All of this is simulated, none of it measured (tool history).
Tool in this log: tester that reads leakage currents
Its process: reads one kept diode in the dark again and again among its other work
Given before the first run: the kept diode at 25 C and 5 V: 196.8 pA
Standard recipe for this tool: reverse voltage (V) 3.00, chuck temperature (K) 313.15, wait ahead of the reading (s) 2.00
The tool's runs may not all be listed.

| run | hour | reverse voltage (V) | chuck temperature (K) | wait ahead of the reading (s) | current that the tester gives (pA) |
|---|---|---|---|---|---|
| 1 | 0.0 | 3.00 | 313.15 | 2.00 | 538.67 |
| 2 | 21.5 | 3.00 | 297.15 | 2.00 | 176.43 |
| 3 | 46.1 | 3.00 | 309.15 | 2.00 | 412.96 |
| 4 | 71.3 | 4.16 | 313.15 | 2.00 | 602.18 |
| 5 | 92.2 | 4.16 | 313.15 | 2.00 | 601.98 |
| 6 | 111.0 | 3.00 | 313.15 | 0.33 | 543.81 |
| 7 | 129.8 | 3.00 | 313.15 | 0.33 | 545.34 |
| 8 | 158.2 | 3.00 | 313.15 | 0.33 | 546.49 |
| 9 | 188.5 | 3.00 | 313.15 | 0.33 | 549.48 |
| 10 | 208.4 | 3.00 | 324.15 | 0.33 | 1111.83 |
| 11 | 233.9 | 2.25 | 296.15 | 0.46 | 151.09 |
| 12 | 252.4 | 3.00 | 294.15 | 3.98 | 142.19 |
| 13 | 277.5 | 6.61 | 294.15 | 3.98 | 186.13 |
| 14 | 309.5 | 6.61 | 294.15 | 3.98 | 187.49 |
| 15 | 338.8 | 6.61 | 294.15 | 3.98 | 187.02 |
| 16 | 364.3 | 6.61 | 294.15 | 3.98 | 187.59 |
| 17 | 389.4 | 6.61 | 294.15 | 5.82 | 187.80 |
| 18 | 415.7 | 1.02 | 318.15 | 2.00 | 548.01 |
| 19 | 437.4 | 1.48 | 319.15 | 0.70 | 658.04 |
| 20 | 469.4 | 3.00 | 310.15 | 1.07 | 454.26 |

Forecast each of these 4 alternatives for the next run:
| A | 499.1 | 12.98 | 298.15 | 1.15 | ? |
| B | 499.1 | 2.51 | 310.15 | 0.84 | ? |
| C | 499.1 | 1.98 | 298.15 | 1.07 | ? |
| D | 499.1 | 3.88 | 322.15 | 4.87 | ? |

| run | current that the tester gives (pA) |
|---|---|
| A | 320.93 |
| B | 429.41 |
| C | 170.99 |
| D | 1085.48 |
The same runs, with their run-to-run variation unchanged, on a tool lacking any hidden condition would have given:
| run | current that the tester gives (pA) |
|---|---|
| A | 269.20 |
| B | 377.85 |
| C | 148.09 |
| D | 965.61 |

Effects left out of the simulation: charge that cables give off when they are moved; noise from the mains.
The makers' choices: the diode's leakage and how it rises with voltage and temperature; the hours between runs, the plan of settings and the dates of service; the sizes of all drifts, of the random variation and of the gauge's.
